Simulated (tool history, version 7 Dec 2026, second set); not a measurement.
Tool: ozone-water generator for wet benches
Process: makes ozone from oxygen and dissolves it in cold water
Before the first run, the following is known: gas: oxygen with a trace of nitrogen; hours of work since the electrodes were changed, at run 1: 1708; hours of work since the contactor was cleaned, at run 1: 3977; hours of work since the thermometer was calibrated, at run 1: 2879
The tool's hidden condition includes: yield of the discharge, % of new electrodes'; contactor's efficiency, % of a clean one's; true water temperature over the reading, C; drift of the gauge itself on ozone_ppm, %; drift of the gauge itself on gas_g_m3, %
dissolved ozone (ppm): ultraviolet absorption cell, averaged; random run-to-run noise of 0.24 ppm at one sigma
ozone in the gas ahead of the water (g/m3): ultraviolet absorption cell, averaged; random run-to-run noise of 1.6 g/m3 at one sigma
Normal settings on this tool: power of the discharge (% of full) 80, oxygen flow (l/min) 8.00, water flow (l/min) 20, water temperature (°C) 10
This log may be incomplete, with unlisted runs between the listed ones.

run	hour	power of the discharge (% of full)	oxygen flow (l/min)	water flow (l/min)	water temperature (°C)	hours of work since the electrodes were changed	hours of work since the contactor was cleaned	hours of work since the thermometer was calibrated	dissolved ozone (ppm)	ozone in the gas ahead of the water (g/m3)
1	0.0	80	8.00	20	10	1708	3977	2879	31.8	297.5
2	69.6	80	8.00	20	10	1753	4022	2924	32.1	296.9
3	127.3	80	8.00	20	10	1790	4059	2961	31.9	297.7
4	199.8	45	8.00	20	10	1837	4106	3008	22.0	203.5
5	325.2	80	8.00	26	10	1918	4187	3089	24.8	296.4
6	418.6	80	7.39	26	10	1979	4247	3149	24.2	303.8
7	515.7	80	7.39	26	10	2041	4310	3212	24.1	307.4
8	610.3	80	8.00	20	10	2102	4371	3273	31.4	294.8
9	724.4	80	8.00	20	10	2176	4445	3347	31.3	296.7
10	850.7	80	8.00	20	10	2258	4527	3428	31.0	295.5
11	928.6	80	8.00	20	10	2308	4577	3479	31.3	293.0
12	994.6	80	8.00	20	12	2351	4619	3521	30.1	295.4
13	1081.8	80	8.00	19	12	2407	4676	3577	31.2	294.5
14	1151.2	80	8.00	19	12	2452	4721	3622	31.1	295.1
15	1270.2	80	8.00	19	12	2529	4797	3699	30.8	290.4
16	1361.3	80	8.00	19	12	2588	4856	3758	30.6	293.2
# hour 1429.4: water thermometer calibrated
17	1460.2	80	8.00	19	12	2651	4920	20	30.6	289.5
18	1544.8	85	11.76	19	13	2706	4975	75	31.8	258.8
19	1627.7	85	11.76	19	13	2759	5028	128	31.8	257.0
20	1707.4	85	11.76	19	13	2811	5080	180	31.8	261.7
# hour 1782.7: water thermometer calibrated, once more
21	1837.8	82	5.10	17	7	2895	5163	36	34.4	351.4

What will run 22 give?
22	1963.5	82	5.10	17	7	2976	5245	117	?	?

Run 22 came out at dissolved ozone (ppm) 34.0, ozone in the gas ahead of the water (g/m3) 352.7.
With the hidden condition absent and the run-to-run variation left alone, this run would have shown dissolved ozone (ppm) 40.3, ozone in the gas ahead of the water (g/m3) 369.4.
